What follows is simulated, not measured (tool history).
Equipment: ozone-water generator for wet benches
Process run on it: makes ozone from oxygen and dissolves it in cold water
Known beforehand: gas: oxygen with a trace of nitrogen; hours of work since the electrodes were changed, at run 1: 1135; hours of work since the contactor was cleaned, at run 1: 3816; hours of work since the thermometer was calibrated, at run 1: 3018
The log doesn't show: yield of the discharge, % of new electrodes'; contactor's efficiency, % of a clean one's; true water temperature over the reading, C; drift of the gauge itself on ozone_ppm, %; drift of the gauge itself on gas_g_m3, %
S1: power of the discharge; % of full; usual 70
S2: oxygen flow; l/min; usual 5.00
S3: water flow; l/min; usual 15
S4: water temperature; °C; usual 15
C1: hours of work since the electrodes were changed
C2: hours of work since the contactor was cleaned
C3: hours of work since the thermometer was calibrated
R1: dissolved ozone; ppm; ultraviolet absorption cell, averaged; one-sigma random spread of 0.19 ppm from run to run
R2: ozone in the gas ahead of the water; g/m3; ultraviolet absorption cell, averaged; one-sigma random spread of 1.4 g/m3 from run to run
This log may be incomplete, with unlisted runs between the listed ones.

run 1 hour=0.0 | S1=70 S2=5.00 S3=15 S4=15 | C1=1135 C2=3816 C3=3018 | R1=23.9 R2=252.3
run 2 hour=60.1 | S1=70 S2=5.00 S3=15 S4=15 | C1=1177 C2=3858 C3=3060 | R1=23.9 R2=251.5
run 3 hour=118.4 | S1=70 S2=5.00 S3=15 S4=15 | C1=1218 C2=3899 C3=3101 | R1=23.5 R2=249.8
run 4 hour=177.1 | S1=70 S2=5.00 S3=12 S4=15 | C1=1259 C2=3940 C3=3142 | R1=28.8 R2=249.6
run 5 hour=237.9 | S1=70 S2=5.00 S3=15 S4=15 | C1=1301 C2=3983 C3=3185 | R1=23.9 R2=252.2
run 6 hour=334.9 | S1=70 S2=5.00 S3=15 S4=15 | C1=1369 C2=4051 C3=3253 | R1=23.5 R2=249.2
run 7 hour=385.3 | S1=40 S2=5.00 S3=15 S4=15 | C1=1405 C2=4086 C3=3288 | R1=17.4 R2=180.6
run 8 hour=474.8 | S1=51 S2=5.00 S3=15 S4=15 | C1=1468 C2=4149 C3=3351 | R1=19.5 R2=208.4
run 9 hour=522.9 | S1=51 S2=5.00 S3=15 S4=15 | C1=1501 C2=4182 C3=3385 | R1=19.8 R2=207.4
run 10 hour=573.0 | S1=51 S2=5.00 S3=15 S4=15 | C1=1536 C2=4218 C3=3420 | R1=19.6 R2=207.4
run 11 hour=619.3 | S1=70 S2=5.00 S3=15 S4=15 | C1=1569 C2=4250 C3=3453 | R1=23.4 R2=249.3
-- hour=641.8 water thermometer calibrated
run 12 hour=727.4 | S1=70 S2=5.00 S3=15 S4=15 | C1=1644 C2=4326 C3=60 | R1=23.5 R2=248.1
run 13 hour=833.4 | S1=70 S2=5.00 S3=15 S4=15 | C1=1719 C2=4400 C3=134 | R1=23.5 R2=243.7
run 14 hour=901.5 | S1=70 S2=4.18 S3=15 S4=15 | C1=1766 C2=4448 C3=182 | R1=22.7 R2=264.5
run 15 hour=992.3 | S1=70 S2=4.18 S3=15 S4=15 | C1=1830 C2=4511 C3=246 | R1=22.7 R2=261.7
run 16 hour=1044.3 | S1=70 S2=4.18 S3=15 S4=15 | C1=1866 C2=4548 C3=282 | R1=22.8 R2=263.5
run 17 hour=1108.8 | S1=70 S2=4.18 S3=15 S4=15 | C1=1912 C2=4593 C3=327 | R1=22.7 R2=264.1
run 18 hour=1158.0 | S1=72 S2=3.01 S3=16 S4=15 | C1=1946 C2=4627 C3=362 | R1=20.3 R2=306.9
run 19 hour=1235.0 | S1=57 S2=6.41 S3=11 S4=8 | C1=2000 C2=4681 C3=416 | R1=30.6 R2=201.0
run 20 hour=1337.9 | S1=67 S2=3.19 S3=11 S4=8 | C1=2072 C2=4754 C3=488 | R1=30.8 R2=287.7
run 21 hour=1406.5 | S1=67 S2=3.19 S3=11 S4=8 | C1=2120 C2=4802 C3=536 | R1=30.7 R2=284.5
run 22 hour=1455.9 | S1=60 S2=6.89 S3=11 S4=10 | C1=2155 C2=4836 C3=571 | R1=30.4 R2=196.2
run 23 hour=1519.8 | S1=51 S2=7.68 S3=16 S4=10 | C1=2200 C2=4881 C3=616 | R1=20.5 R2=172.9
run 24 hour=1565.5 | S1=51 S2=7.68 S3=16 S4=10 | C1=2232 C2=4913 C3=648 | R1=20.6 R2=170.7
run 25 hour=1612.8 | S1=51 S2=7.68 S3=16 S4=10 | C1=2265 C2=4946 C3=681 | R1=20.3 R2=172.2
run 26 hour=1671.6 | S1=51 S2=7.68 S3=16 S4=10 | C1=2306 C2=4987 C3=722 | R1=20.2 R2=171.0
run 27 hour=1719.3 | S1=51 S2=7.68 S3=16 S4=10 | C1=2340 C2=5021 C3=755 | R1=20.4 R2=170.8
run 28 hour=1794.1 | S1=51 S2=7.68 S3=9 S4=9 | C1=2392 C2=5073 C3=808 | R1=31.9 R2=170.2
run 29 hour=1879.3 | S1=70 S2=2.53 S3=10 S4=11 | C1=2452 C2=5133 C3=868 | R1=31.5 R2=313.7
run 30 hour=1933.2 | S1=70 S2=5.12 S3=16 S4=11 | C1=2490 C2=5171 C3=905 | R1=22.7 R2=238.4
run 31 hour=2028.3 | S1=70 S2=5.00 S3=24 S4=15 | C1=2556 C2=5238 C3=972 | R1=14.2 R2=241.8
run 32 hour=2123.2 | S1=70 S2=5.00 S3=11 S4=7 | C1=2623 C2=5304 C3=1039 | R1=33.8 R2=241.0

Pick out some run-to-run changes in R1. Of each, how much would a tool without hidden state show as well, from the settings, what came in and chance, and how much is left for the hidden state and any gauge scatter not in both results compared?
Run 18 -> 19: S1 72 -> 57, S2 3.01 -> 6.41, S3 16 -> 11, S4 15 -> 8. R1 +10.3 ppm: hidden state -0.9, all else +11.2.
Run 22 -> 23: S1 60 -> 51, S2 6.89 -> 7.68, S3 11 -> 16. R1 -9.9 ppm: hidden state +1.2, all else -11.1.
Run 27 -> 28: S3 16 -> 9, S4 10 -> 9. R1 +11.5 ppm: hidden state -1.2, all else +12.7.
Run 31 -> 32: S3 24 -> 11, S4 15 -> 7. R1 +19.6 ppm: hidden state -2.8, all else +22.4.
